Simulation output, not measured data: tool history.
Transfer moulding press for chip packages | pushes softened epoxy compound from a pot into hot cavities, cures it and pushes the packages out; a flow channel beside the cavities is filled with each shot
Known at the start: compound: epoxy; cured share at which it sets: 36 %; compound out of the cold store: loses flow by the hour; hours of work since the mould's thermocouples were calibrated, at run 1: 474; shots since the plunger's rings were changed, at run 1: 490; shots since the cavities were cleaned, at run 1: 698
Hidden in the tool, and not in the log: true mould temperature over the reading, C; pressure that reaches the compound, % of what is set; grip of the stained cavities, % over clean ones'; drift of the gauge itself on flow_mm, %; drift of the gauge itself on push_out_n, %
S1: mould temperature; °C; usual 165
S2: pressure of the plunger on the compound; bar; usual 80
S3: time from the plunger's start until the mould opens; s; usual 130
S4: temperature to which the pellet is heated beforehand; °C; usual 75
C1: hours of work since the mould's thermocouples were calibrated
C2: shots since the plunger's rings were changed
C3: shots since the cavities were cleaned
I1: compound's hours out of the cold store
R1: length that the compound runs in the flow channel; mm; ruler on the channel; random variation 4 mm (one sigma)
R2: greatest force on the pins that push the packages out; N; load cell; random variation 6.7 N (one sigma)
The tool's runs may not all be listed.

Run 1, hour 0: usual settings; C1 474; C2 490; C3 698; I1 26.6. Result: R1 741 mm, R2 396 N.
At hour 13.7: mould's thermocouples calibrated.
At hour 17.1: cavities cleaned with cleaning compound and waxed.
Run 2, hour 25.9: usual settings but S4 78 °C; C1 8; C2 733; C3 95; I1 44.1. Result: R1 719 mm, R2 281 N.
Run 3, hour 47.4: usual settings but S4 78 °C; C1 23; C2 967; C3 329; I1 43.5. Result: R1 713 mm, R2 330 N.
Run 4, hour 61.1: usual settings but S4 78 °C; C1 33; C2 1117; C3 479; I1 21.4. Result: R1 743 mm, R2 359 N.
Run 5, hour 80.6: usual settings but S4 81 °C; C1 47; C2 1328; C3 690; I1 39.2. Result: R1 723 mm, R2 351 N.
At hour 95.7: cavities cleaned with cleaning compound and waxed.
Run 6, hour 97.7: usual settings but S1 172 °C; C1 58; C2 1498; C3 21; I1 11.2. Result: R1 743 mm, R2 229 N.
Run 7, hour 115.9: usual settings; C1 71; C2 1697; C3 220; I1 37.7. Result: R1 715 mm, R2 304 N.
Run 8, hour 140.5: usual settings; C1 89; C2 1965; C3 488; I1 40.6. Result: R1 711 mm, R2 338 N.
Run 9, hour 157.1: usual settings but S3 147 s; C1 100; C2 2146; C3 669; I1 36.3. Result: R1 716 mm, R2 334 N.
At hour 174: cavities cleaned with cleaning compound and waxed.
Run 10, hour 175.1: usual settings but S3 147 s; C1 112; C2 2325; C3 12; I1 44.3. Result: R1 695 mm, R2 249 N.
Run 11, hour 202.5: usual settings but S3 147 s, S4 72 °C; C1 132; C2 2623; C3 310; I1 32.7. Result: R1 708 mm, R2 291 N.
Run 12, hour 222.3: usual settings but S2 64.5 bar, S3 128 s, S4 76 °C; C1 146; C2 2839; C3 526; I1 30.7. Result: R1 647 mm, R2 378 N.
Run 13, hour 245.1: usual settings but S2 64.5 bar, S3 128 s, S4 76 °C; C1 162; C2 3087; C3 774; I1 36.1. Result: R1 645 mm, R2 380 N.
At hour 252.4: cavities cleaned with cleaning compound and waxed.
Run 14, hour 271: usual settings but S1 171 °C; C1 180; C2 3352; C3 202; I1 37.3. Result: R1 689 mm, R2 262 N.
Run 15, hour 293.3: usual settings but S1 171 °C, S3 160 s; C1 196; C2 3595; C3 445; I1 27.6. Result: R1 705 mm, R2 283 N.

Forecast run 16:
Run 16, hour 315.2: usual settings but S1 171 °C, S3 160 s; C1 211; C2 3834; C3 684; I1 39.4. Result: R1 ?, R2 ?.

{"run 16": {"R1": 689, "R2": 308}}
Without the tool's hidden state the same run would have given R1 712 mm, R2 226 N.
